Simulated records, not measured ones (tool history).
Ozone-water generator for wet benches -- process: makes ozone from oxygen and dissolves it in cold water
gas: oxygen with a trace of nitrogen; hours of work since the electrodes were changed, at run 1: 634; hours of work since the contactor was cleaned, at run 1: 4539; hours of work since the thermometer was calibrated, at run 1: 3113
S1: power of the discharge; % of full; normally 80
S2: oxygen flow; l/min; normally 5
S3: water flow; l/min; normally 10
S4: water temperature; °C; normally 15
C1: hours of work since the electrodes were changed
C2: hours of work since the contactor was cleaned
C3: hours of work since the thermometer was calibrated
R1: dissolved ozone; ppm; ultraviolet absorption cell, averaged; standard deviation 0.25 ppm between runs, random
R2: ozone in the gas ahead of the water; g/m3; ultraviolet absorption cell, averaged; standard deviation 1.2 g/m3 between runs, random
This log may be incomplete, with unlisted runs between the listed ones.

run    hour  S1    S2  S3  S4    C1    C2    C3    R1     R2
  1       0  80     5  10  15   634  4539  3113  37.4  221.6
  2    72.4  80     5  10  15   697  4602  3176  37.5  219.5
  3   142.3  80  3.12  10  15   758  4663  3237  40.2  296.4
  4   182.6  80     5  10  15   794  4698  3272  37.6  222.4
  5   228.7  80     5  10  15   834  4738  3313  37.4  223.1
  6   276.7  80     5  10  15   876  4780  3354  37.3    218
      333.4  -- water thermometer calibrated
  7   346.8  80     5   9  15   936  4841    12  39.8  219.5
  8   440.4  80     5   9  15  1018  4923    93    40  219.9
  9   528.4  80     5  10  15  1095  4999   170  37.1  219.5
 10   575.8  80     5  10  15  1136  5041   211  37.2  219.6
 11   622.8  80  2.84  10  15  1177  5082   252    40  311.6
 12   701.8  80  8.63  10  15  1246  5151   321    32  155.6
 13   782.1  50     5  10  15  1316  5221   391  27.4  162.5
 14   865.4  50     5  10  15  1389  5293   464  27.5  161.9
 15   919.7  50     5  10  12  1436  5341   511  28.9  162.3
 16  1009.9  80  4.13  10  15  1515  5419   590    38    245
 17  1078.5  80     5  12  15  1574  5479   650  32.4    219

What will run 18 give?
 18  1165.8  50   5  12  15  1651  5555  726   ?   ?

Run 18 gave R1 24.2 ppm, R2 161.6 g/m3.
The same run, on a tool lacking any hidden state, would have yielded R1 25.3 ppm, R2 163.6 g/m3.
